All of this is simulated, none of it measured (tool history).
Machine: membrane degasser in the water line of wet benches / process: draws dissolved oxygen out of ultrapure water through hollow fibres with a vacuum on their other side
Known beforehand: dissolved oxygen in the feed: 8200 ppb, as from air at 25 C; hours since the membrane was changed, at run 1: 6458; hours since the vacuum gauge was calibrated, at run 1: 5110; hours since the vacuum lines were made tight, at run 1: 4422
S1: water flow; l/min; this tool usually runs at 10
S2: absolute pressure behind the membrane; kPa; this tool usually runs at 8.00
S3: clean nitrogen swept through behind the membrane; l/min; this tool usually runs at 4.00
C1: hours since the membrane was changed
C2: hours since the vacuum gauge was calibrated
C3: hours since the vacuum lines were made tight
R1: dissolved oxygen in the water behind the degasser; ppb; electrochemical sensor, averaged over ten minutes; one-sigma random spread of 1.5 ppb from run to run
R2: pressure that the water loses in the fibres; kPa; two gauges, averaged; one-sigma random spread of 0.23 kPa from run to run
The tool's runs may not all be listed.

run    hour  S1     S2     S3     C1    C2    C3     R1     R2
  1     0.0  10   8.00   4.00   6458  5110  4422  170.1  60.30
  2    85.1  10   4.80   4.00   6543  5195  4507  148.6  60.68
  3   189.0  10   8.00   8.75   6647  5299  4611  153.2  60.34
  4   338.9  10   8.00   8.75   6797  5449  4761  152.4  60.84
  5   433.4  10   8.00   8.75   6891  5544  4855  156.3  61.00
  6   534.4   6   8.00   4.00   6992  5645  4957   85.7  36.49
  7   674.0   6   8.00   4.00   7132  5784  5096   86.7  36.63
  8   840.0   6   8.00   4.00   7298  5950  5262   88.1  36.52
  9   918.8  10   8.00   4.00   7377  6029  5341  174.9  60.89
 10  1030.8  10   8.00   4.00   7489  6141  5453  171.1  60.50
 11  1105.3  10   8.00   4.00   7563  6216  5527  173.3  61.32
 12  1278.6  10   8.00   4.00   7736  6389  5701  174.7  61.22
 13  1393.7  10   8.00   4.00   7852  6504  5816  175.8  61.17
 14  1522.8  10   8.00   4.00   7981  6633  5945  177.2  60.71
 15  1662.4  10   8.00   4.00   8120  6773  6085  173.8  61.01
 16  1791.3  10   8.00   4.00   8249  6902  6213  174.7  60.78
     1807.7  -- vacuum gauge calibrated
 17  1903.6  10   8.00   4.00   8361    96  6325  172.3  61.37
 18  2075.7  10   8.00   7.79   8533   268  6497  162.4  61.74
 19  2248.8  10   8.86   2.79   8706   441  6670  196.4  61.05
     2310.7  -- vacuum gauge calibrated, once more
 20  2337.3  10   8.86   5.76   8794    27  6758  173.5  61.59
 21  2439.9  15  15.25   4.00   8897   129  6861  349.9  92.03
 22  2556.9  10  11.07   5.48   9014   246  6978  183.3  61.78
 23  2644.2  11  15.25   8.62   9101   334  7065  202.5  67.78
 24  2720.1   6   8.00  11.63   9177   409  7141   79.5  36.90
 25  2816.8  13  11.74   3.49   9274   506  7238  284.5  80.14
 26  2901.0  13  11.74   3.49   9358   590  7322  284.4  79.38
 27  3007.1  13  11.74   3.49   9464   696  7428  284.3  79.96
 28  3146.0   6   8.00   4.00   9603   835  7567   91.7  36.55
 29  3229.8  10   5.99   4.00   9687   919  7651  164.7  61.69
 30  3393.7  10   5.99   4.00   9851  1083  7815  169.0  61.78
 31  3510.7  10   5.95   3.12   9968  1200  7932  175.0  61.83
 32  3634.3  10   5.95   3.12  10091  1324  8055  174.6  62.27
 33  3788.8  10   5.95   3.12  10246  1478  8210  176.2  62.17

What would each run have given without the hidden state, its run-to-run variation left as it was?
Hidden conditions of the tool in this case: membrane still open, %; true pressure behind the membrane over the reading, kPa; air that leaks in behind the membrane, l/min; drift of the gauge itself on oxygen_ppb, %; drift of the gauge itself on loss_of_pressure_kpa, %.
run     R1     R2
  1  147.9  57.99
  2  126.9  58.34
  3  131.2  57.98
  4  130.0  58.40
  5  133.0  58.52
  6   71.7  34.98
  7   72.3  35.09
  8   73.4  34.95
  9  148.9  58.24
 10  145.4  57.82
 11  147.0  58.59
 12  147.7  58.42
 13  148.2  58.35
 14  149.0  57.86
 15  145.6  58.08
 16  145.9  57.82
 17  143.6  58.35
 18  133.4  58.65
 19  164.7  57.91
 20  142.9  58.40
 21  304.1  87.21
 22  151.8  58.51
 23  168.3  64.14
 24   61.6  34.90
 25  241.9  75.76
 26  241.4  74.99
 27  240.8  75.50
 28   71.9  34.46
 29  131.8  58.17
 30  134.8  58.18
 31  139.8  58.19
 32  139.1  58.57
 33  139.9  58.43
